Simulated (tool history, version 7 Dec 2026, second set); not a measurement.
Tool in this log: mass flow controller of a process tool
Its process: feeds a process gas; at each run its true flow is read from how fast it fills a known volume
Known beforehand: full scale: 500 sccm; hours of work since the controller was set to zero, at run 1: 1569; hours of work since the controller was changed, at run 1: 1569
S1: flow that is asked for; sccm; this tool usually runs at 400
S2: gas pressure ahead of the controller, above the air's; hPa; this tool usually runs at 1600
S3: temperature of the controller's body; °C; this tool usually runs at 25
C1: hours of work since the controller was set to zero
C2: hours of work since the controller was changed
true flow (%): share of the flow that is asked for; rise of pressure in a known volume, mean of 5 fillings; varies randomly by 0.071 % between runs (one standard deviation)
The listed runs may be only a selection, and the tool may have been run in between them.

Run 1, hour 0.0: usual settings; C1 1569; C2 1569. Result: true flow (%) 99.67.
Run 2, hour 186.8: usual settings but S2 2750 hPa; C1 1644; C2 1644. Result: true flow (%) 100.03.
Run 3, hour 292.1: usual settings but S3 37 °C; C1 1687; C2 1687. Result: true flow (%) 98.34.
Run 4, hour 503.2: usual settings but S3 37 °C; C1 1772; C2 1772. Result: true flow (%) 98.12.
Run 5, hour 649.2: usual settings but S3 37 °C; C1 1831; C2 1831. Result: true flow (%) 98.06.
Run 6, hour 824.7: usual settings but S3 21 °C; C1 1902; C2 1902. Result: true flow (%) 99.69.
Run 7, hour 966.4: usual settings but S3 21 °C; C1 1959; C2 1959. Result: true flow (%) 99.64.
Run 8, hour 1114.7: usual settings; C1 2019; C2 2019. Result: true flow (%) 99.07.
Run 9, hour 1231.1: usual settings but S3 23 °C; C1 2066; C2 2066. Result: true flow (%) 99.23.
Run 10, hour 1378.1: usual settings but S3 23 °C; C1 2126; C2 2126. Result: true flow (%) 99.25.
Run 11, hour 1586.3: usual settings but S3 23 °C; C1 2210; C2 2210. Result: true flow (%) 99.08.
Run 12, hour 1717.3: usual settings; C1 2263; C2 2263. Result: true flow (%) 98.92.
Run 13, hour 1843.3: usual settings; C1 2314; C2 2314. Result: true flow (%) 98.66.
Run 14, hour 2059.4: usual settings; C1 2401; C2 2401. Result: true flow (%) 98.67.
Run 15, hour 2205.8: usual settings; C1 2460; C2 2460. Result: true flow (%) 98.50.
Run 16, hour 2365.6: usual settings; C1 2525; C2 2525. Result: true flow (%) 98.49.
Run 17, hour 2532.7: usual settings but S2 2080 hPa; C1 2592; C2 2592. Result: true flow (%) 98.54.
Run 18, hour 2661.8: usual settings but S2 2080 hPa; C1 2644; C2 2644. Result: true flow (%) 98.43.
Run 19, hour 2761.4: usual settings but S2 2080 hPa; C1 2685; C2 2685. Result: true flow (%) 98.44.
Run 20, hour 2893.1: usual settings but S2 2080 hPa; C1 2738; C2 2738. Result: true flow (%) 98.27.
Run 21, hour 2993.0: usual settings but S2 2080 hPa; C1 2778; C2 2778. Result: true flow (%) 98.14.
Run 22, hour 3196.8: usual settings but S2 2080 hPa; C1 2861; C2 2861. Result: true flow (%) 98.00.
Run 23, hour 3330.8: usual settings but S2 2080 hPa; C1 2915; C2 2915. Result: true flow (%) 98.13.
Run 24, hour 3528.0: usual settings but S2 2080 hPa; C1 2994; C2 2994. Result: true flow (%) 97.85.
Run 25, hour 3711.2: usual settings but S3 34 °C; C1 3068; C2 3068. Result: true flow (%) 96.69.
Run 26, hour 3856.8: usual settings but S2 2640 hPa; C1 3127; C2 3127. Result: true flow (%) 98.01.
Run 27, hour 3960.3: usual settings but S3 24 °C; C1 3169; C2 3169. Result: true flow (%) 97.60.
Run 28, hour 4107.4: usual settings but S3 24 °C; C1 3228; C2 3228. Result: true flow (%) 97.58.
Run 29, hour 4236.9: usual settings but S2 2460 hPa, S3 40 °C; C1 3281; C2 3281. Result: true flow (%) 96.16.
Run 30, hour 4420.8: usual settings but S1 299 sccm, S2 1820 hPa; C1 3355; C2 3355. Result: true flow (%) 97.17.
Run 31, hour 4541.3: usual settings but S2 1460 hPa, S3 21 °C; C1 3404; C2 3404. Result: true flow (%) 97.62.
Run 32, hour 4644.4: usual settings but S1 106 sccm, S2 1460 hPa, S3 40 °C; C1 3446; C2 3446. Result: true flow (%) 95.04.
Run 33, hour 4830.6: usual settings but S1 50 sccm, S3 24 °C; C1 3521; C2 3521. Result: true flow (%) 96.62.
Run 34, hour 4930.9: usual settings but S1 162 sccm, S2 2540 hPa, S3 40 °C; C1 3561; C2 3561. Result: true flow (%) 95.54.
At hour 4949.3: gauge calibrated.
Run 35, hour 5051.1: usual settings but S1 162 sccm, S2 2540 hPa, S3 40 °C; C1 3610; C2 3610. Result: true flow (%) 98.16.
Run 36, hour 5204.4: usual settings but S2 1760 hPa, S3 40 °C; C1 3672; C2 3672. Result: true flow (%) 97.94.
Run 37, hour 5390.3: usual settings but S1 216 sccm, S2 1930 hPa, S3 27 °C; C1 3747; C2 3747. Result: true flow (%) 99.18.
Run 38, hour 5610.5: usual settings but S1 216 sccm, S2 1930 hPa, S3 27 °C; C1 3836; C2 3836. Result: true flow (%) 98.98.
Run 39, hour 5770.4: usual settings but S1 71 sccm, S2 1930 hPa, S3 32 °C; C1 3901; C2 3901. Result: true flow (%) 98.37.
Run 40, hour 5923.5: usual settings but S1 71 sccm, S2 1930 hPa, S3 32 °C; C1 3962; C2 3962. Result: true flow (%) 98.19.
Run 41, hour 6031.6: usual settings but S1 71 sccm, S2 1930 hPa, S3 32 °C; C1 4006; C2 4006. Result: true flow (%) 98.09.
Run 42, hour 6256.2: usual settings but S1 71 sccm, S2 2250 hPa, S3 24 °C; C1 4097; C2 4097. Result: true flow (%) 99.01.
Run 43, hour 6426.9: usual settings but S1 219 sccm, S2 2480 hPa; C1 4166; C2 4166. Result: true flow (%) 99.04.
Run 44, hour 6649.2: usual settings but S1 219 sccm, S2 2480 hPa; C1 4256; C2 4256. Result: true flow (%) 98.91.
Run 45, hour 6755.3: usual settings but S1 219 sccm, S2 2480 hPa; C1 4299; C2 4299. Result: true flow (%) 98.83.
Run 46, hour 6952.3: usual settings but S1 219 sccm, S2 2480 hPa; C1 4378; C2 4378. Result: true flow (%) 98.77.
Run 47, hour 7071.5: usual settings but S1 266 sccm, S2 2680 hPa, S3 34 °C; C1 4426; C2 4426. Result: true flow (%) 97.85.
Run 48, hour 7208.7: usual settings but S1 125 sccm, S2 2100 hPa; C1 4482; C2 4482. Result: true flow (%) 98.43.

Alternative continuations, all from the tool just after run 48; predict every row:
Run A, hour 7319.4: usual settings but S1 57 sccm, S2 2100 hPa; C1 4527; C2 4527. Result: true flow (%) ?.
Run B, hour 7319.4: usual settings but S1 219 sccm, S2 1440 hPa, S3 30 °C; C1 4527; C2 4527. Result: true flow (%) ?.
Run C, hour 7319.4: usual settings but S1 125 sccm, S2 2560 hPa; C1 4527; C2 4527. Result: true flow (%) ?.
Run D, hour 7319.4: usual settings but S1 101 sccm, S3 34 °C; C1 4527; C2 4527. Result: true flow (%) ?.

run  true flow (%)
  A          98.10
  B          97.59
  C          98.46
  D          97.18
Without the tool's hidden state the same runs would have given:
run  true flow (%)
  A          99.40
  B          98.89
  C          99.78
  D          98.47
